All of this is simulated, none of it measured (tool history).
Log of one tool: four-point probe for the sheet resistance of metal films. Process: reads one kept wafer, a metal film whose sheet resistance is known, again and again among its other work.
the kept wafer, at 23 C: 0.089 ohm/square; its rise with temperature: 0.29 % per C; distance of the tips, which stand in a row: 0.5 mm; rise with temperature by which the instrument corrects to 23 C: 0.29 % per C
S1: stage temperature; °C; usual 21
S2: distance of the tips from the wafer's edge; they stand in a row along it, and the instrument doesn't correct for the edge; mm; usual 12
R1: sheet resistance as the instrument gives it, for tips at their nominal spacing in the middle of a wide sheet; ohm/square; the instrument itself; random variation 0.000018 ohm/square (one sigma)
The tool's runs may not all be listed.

Run 1, day 0.000: usual settings. Result: R1 0.089793 ohm/square.
Run 2, day 0.479: usual settings. Result: R1 0.089790 ohm/square.
Run 3, day 1.004: usual settings. Result: R1 0.089823 ohm/square.
Run 4, day 1.467: usual settings but S2 3 mm. Result: R1 0.091076 ohm/square.
Run 5, day 1.738: usual settings but S2 3 mm. Result: R1 0.091071 ohm/square.
Run 6, day 2.079: usual settings but S2 3 mm. Result: R1 0.091042 ohm/square.
Run 7, day 2.529: usual settings but S2 8 mm. Result: R1 0.089922 ohm/square.
Run 8, day 2.925: usual settings. Result: R1 0.089842 ohm/square.
Run 9, day 3.338: usual settings. Result: R1 0.089823 ohm/square.
Run 10, day 3.754: usual settings but S2 9 mm. Result: R1 0.089904 ohm/square.
Run 11, day 4.338: usual settings but S2 9 mm. Result: R1 0.089897 ohm/square.
Run 12, day 4.904: usual settings but S1 25 °C, S2 9 mm. Result: R1 0.089889 ohm/square.
Run 13, day 5.546: usual settings but S2 7 mm. Result: R1 0.090028 ohm/square.
Run 14, day 6.075: usual settings but S2 7 mm. Result: R1 0.090028 ohm/square.
Run 15, day 6.567: usual settings but S2 7 mm. Result: R1 0.090023 ohm/square.
Run 16, day 6.879: usual settings but S1 24 °C, S2 42 mm. Result: R1 0.089830 ohm/square.
Run 17, day 7.275: usual settings but S1 23 °C, S2 65 mm. Result: R1 0.089820 ohm/square.
Run 18, day 7.654: usual settings but S1 34 °C, S2 65 mm. Result: R1 0.089815 ohm/square.
Run 19, day 8.288: usual settings but S1 34 °C, S2 5 mm. Result: R1 0.090291 ohm/square.
Run 20, day 8.575: usual settings but S1 30 °C, S2 5 mm. Result: R1 0.090302 ohm/square.
Run 21, day 8.996: usual settings but S1 25 °C, S2 17 mm. Result: R1 0.089874 ohm/square.
Run 22, day 9.333: usual settings but S1 22 °C, S2 56 mm. Result: R1 0.089876 ohm/square.
Run 23, day 9.767: usual settings but S1 31 °C, S2 38 mm. Result: R1 0.089819 ohm/square.
Run 24, day 10.154: usual settings but S1 33 °C, S2 6 mm. Result: R1 0.090192 ohm/square.
Run 25, day 10.600: usual settings but S1 32 °C, S2 31 mm. Result: R1 0.089821 ohm/square.
Run 26, day 10.871: usual settings but S1 32 °C, S2 31 mm. Result: R1 0.089860 ohm/square.
Run 27, day 11.283: usual settings but S1 32 °C, S2 31 mm. Result: R1 0.089848 ohm/square.
Run 28, day 11.742: usual settings but S1 19 °C. Result: R1 0.089895 ohm/square.
Run 29, day 12.200: usual settings but S1 19 °C. Result: R1 0.089958 ohm/square.
Run 30, day 12.625: usual settings but S1 19 °C. Result: R1 0.089953 ohm/square.

5 ways to go on from here, each from the tool as it stands after run 30. What would each give?
Run A, day 13.183: usual settings but S1 19 °C, S2 26 mm. Result: R1 ?.
Run B, day 13.183: usual settings but S1 19 °C, S2 8 mm. Result: R1 ?.
Run C, day 13.183: usual settings but S1 22 °C, S2 16 mm. Result: R1 ?.
Run D, day 13.183: usual settings but S2 6 mm. Result: R1 ?.
Run E, day 13.183: usual settings but S1 19 °C, S2 72 mm. Result: R1 ?.

run        R1
  A  0.089863
  B  0.090030
  C  0.089887
  D  0.090166
  E  0.089833
Without the tool's hidden state the same runs would have given:
run        R1
  A  0.089013
  B  0.089178
  C  0.089036
  D  0.089313
  E  0.088983
